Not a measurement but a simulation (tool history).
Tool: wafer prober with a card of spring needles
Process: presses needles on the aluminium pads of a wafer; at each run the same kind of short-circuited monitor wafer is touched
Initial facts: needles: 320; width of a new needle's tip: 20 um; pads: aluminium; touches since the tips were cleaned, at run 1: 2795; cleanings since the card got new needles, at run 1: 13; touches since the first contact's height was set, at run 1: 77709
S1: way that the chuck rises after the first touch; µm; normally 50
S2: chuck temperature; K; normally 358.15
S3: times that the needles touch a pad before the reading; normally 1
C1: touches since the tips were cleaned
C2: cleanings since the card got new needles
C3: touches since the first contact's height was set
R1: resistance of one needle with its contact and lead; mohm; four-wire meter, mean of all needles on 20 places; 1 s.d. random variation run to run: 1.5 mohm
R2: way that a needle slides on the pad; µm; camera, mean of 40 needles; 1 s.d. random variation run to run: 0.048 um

Run 1, hour 0: usual settings; C1 2795; C2 13; C3 77709. Result: R1 143 mohm, R2 10.34 µm.
At hour 6.8: tips cleaned on abrasive film.
Run 2, hour 11.5: usual settings; C1 1684; C2 14; C3 81750. Result: R1 147 mohm, R2 10.35 µm.
Run 3, hour 19.2: usual settings; C1 4394; C2 14; C3 84460. Result: R1 147 mohm, R2 10.28 µm.
At hour 21.5: tips cleaned on abrasive film.
Run 4, hour 30.2: usual settings; C1 3094; C2 15; C3 88309. Result: R1 148 mohm, R2 10.32 µm.
At hour 36.1: tips cleaned on abrasive film.
Run 5, hour 43.7: usual settings; C1 2672; C2 16; C3 93031. Result: R1 147 mohm, R2 10.33 µm.
At hour 50.8: tips cleaned on abrasive film.
Run 6, hour 53.1: usual settings; C1 809; C2 17; C3 96310. Result: R1 149 mohm, R2 10.29 µm.
Run 7, hour 62.1: usual settings; C1 4004; C2 17; C3 99505. Result: R1 148 mohm, R2 10.27 µm.
At hour 65.7: tips cleaned on abrasive film.
Run 8, hour 75.9: usual settings; C1 3610; C2 18; C3 104337. Result: R1 148 mohm, R2 10.35 µm.
At hour 81.4: tips cleaned on abrasive film.
Run 9, hour 90.2: usual settings but S1 58 µm; C1 3088; C2 19; C3 109347. Result: R1 141 mohm, R2 11.93 µm.
At hour 96.6: tips cleaned on abrasive film.
Run 10, hour 101: usual settings but S1 58 µm; C1 1563; C2 20; C3 113135. Result: R1 143 mohm, R2 11.9 µm.
Run 11, hour 109.8: usual settings but S1 58 µm; C1 4683; C2 20; C3 116255. Result: R1 144 mohm, R2 11.86 µm.
At hour 111.3: tips cleaned on abrasive film.
Run 12, hour 123.8: usual settings but S1 58 µm; C1 4396; C2 21; C3 121135. Result: R1 144 mohm, R2 11.95 µm.
At hour 126: tips cleaned on abrasive film.
Run 13, hour 137.1: usual settings but S1 58 µm; C1 3904; C2 22; C3 125797. Result: R1 141 mohm, R2 11.92 µm.
At hour 141.7: tips cleaned on abrasive film.
Run 14, hour 148.9: usual settings but S1 58 µm, S2 360.15 K; C1 2559; C2 23; C3 129954. Result: R1 143 mohm, R2 12 µm.
At hour 156.6: tips cleaned on abrasive film.
Run 15, hour 161.9: usual settings but S1 43 µm, S2 337.15 K; C1 1877; C2 24; C3 134504. Result: R1 145 mohm, R2 8.84 µm.

Forecast run 16:
Run 16, hour 170.7: usual settings but S1 63 µm, S2 391.15 K; C1 4990; C2 24; C3 137617. Result: R1 ?, R2 ?.

R1: 147 mohm
R2: 12.8 µm
Were there no unlogged condition in the tool, this run, its random variation unchanged, would have produced R1 147 mohm, R2 12.94 µm.
